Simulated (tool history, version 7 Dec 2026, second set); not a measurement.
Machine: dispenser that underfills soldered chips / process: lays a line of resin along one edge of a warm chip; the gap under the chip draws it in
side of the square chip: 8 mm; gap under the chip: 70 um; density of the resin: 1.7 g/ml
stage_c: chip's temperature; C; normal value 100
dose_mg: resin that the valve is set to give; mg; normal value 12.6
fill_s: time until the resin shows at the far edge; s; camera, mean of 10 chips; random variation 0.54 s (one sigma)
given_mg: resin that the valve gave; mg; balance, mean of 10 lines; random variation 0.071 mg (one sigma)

Run 1, day 0.000: usual settings. Result: fill_s 54.7 s, given_mg 12.39 mg.
Run 2, day 0.112: usual settings. Result: fill_s 61.2 s, given_mg 12.53 mg.
Run 3, day 0.317: usual settings. Result: fill_s 77.1 s, given_mg 12.29 mg.
At day 0.375: new syringe of resin.
Run 4, day 0.442: usual settings. Result: fill_s 48.1 s, given_mg 12.38 mg.
Run 5, day 0.558: usual settings. Result: fill_s 54.5 s, given_mg 12.39 mg.
Run 6, day 0.788: usual settings. Result: fill_s 69.5 s, given_mg 12.30 mg.
At day 0.912: new syringe of resin.
Run 7, day 0.929: usual settings. Result: fill_s 44.5 s, given_mg 12.27 mg.
Run 8, day 1.142: usual settings. Result: fill_s 56.9 s, given_mg 12.25 mg.
Run 9, day 1.258: usual settings. Result: fill_s 63.7 s, given_mg 12.17 mg.
At day 1.442: new syringe of resin.
Run 10, day 1.488: usual settings. Result: fill_s 47.7 s, given_mg 12.28 mg.
Run 11, day 1.683: usual settings but stage_c 91 C, dose_mg 14.5 mg. Result: fill_s 87.5 s, given_mg 13.98 mg.
Run 12, day 1.821: usual settings but stage_c 91 C, dose_mg 14.5 mg. Result: fill_s 102.1 s, given_mg 13.93 mg.
At day 1.979: new syringe of resin.
Run 13, day 2.042: usual settings but stage_c 91 C, dose_mg 14.5 mg. Result: fill_s 71.3 s, given_mg 14.05 mg.
Run 14, day 2.262: usual settings but stage_c 91 C, dose_mg 14.5 mg. Result: fill_s 90.2 s, given_mg 13.92 mg.
Run 15, day 2.375: usual settings but stage_c 91 C, dose_mg 14.5 mg. Result: fill_s 102.5 s, given_mg 13.85 mg.
Run 16, day 2.479: usual settings but stage_c 86 C, dose_mg 12.2 mg. Result: fill_s 144.7 s, given_mg 11.67 mg.
At day 2.508: new syringe of resin.
Run 17, day 2.662: usual settings but stage_c 89 C, dose_mg 15.0 mg. Result: fill_s 85.9 s, given_mg 14.30 mg.
Run 18, day 2.783: usual settings but stage_c 89 C, dose_mg 15.0 mg. Result: fill_s 97.1 s, given_mg 14.35 mg.
Run 19, day 2.929: usual settings but stage_c 89 C, dose_mg 15.0 mg. Result: fill_s 113.5 s, given_mg 14.33 mg.
At day 3.042: new syringe of resin.
Run 20, day 3.162: usual settings but stage_c 96 C, dose_mg 10.8 mg. Result: fill_s 63.0 s, given_mg 10.29 mg.

Per-run results on a tool with no hidden state, each run keeping its own random variation:
What the log doesn't record here: resin's viscosity, % of fresh resin's; dose that the valve gives, % of what is set; true chip temperature over the reading, C; drift of the gauge itself on fill_s, %; drift of the gauge itself on given_mg, %.
run  fill_s  given_mg
  1    45.9     12.61
  2    45.4     12.76
  3    45.7     12.54
  4    46.1     12.64
  5    45.9     12.66
  6    45.5     12.60
  7    44.7     12.59
  8    45.3     12.60
  9    44.8     12.53
 10    45.3     12.67
 11    67.2     14.45
 12    67.5     14.42
 13    67.3     14.58
 14    66.9     14.47
 15    67.1     14.42
 16    84.8     12.17
 17    73.9     14.94
 18    73.0     15.00
 19    73.0     15.00
 20    55.6     10.80

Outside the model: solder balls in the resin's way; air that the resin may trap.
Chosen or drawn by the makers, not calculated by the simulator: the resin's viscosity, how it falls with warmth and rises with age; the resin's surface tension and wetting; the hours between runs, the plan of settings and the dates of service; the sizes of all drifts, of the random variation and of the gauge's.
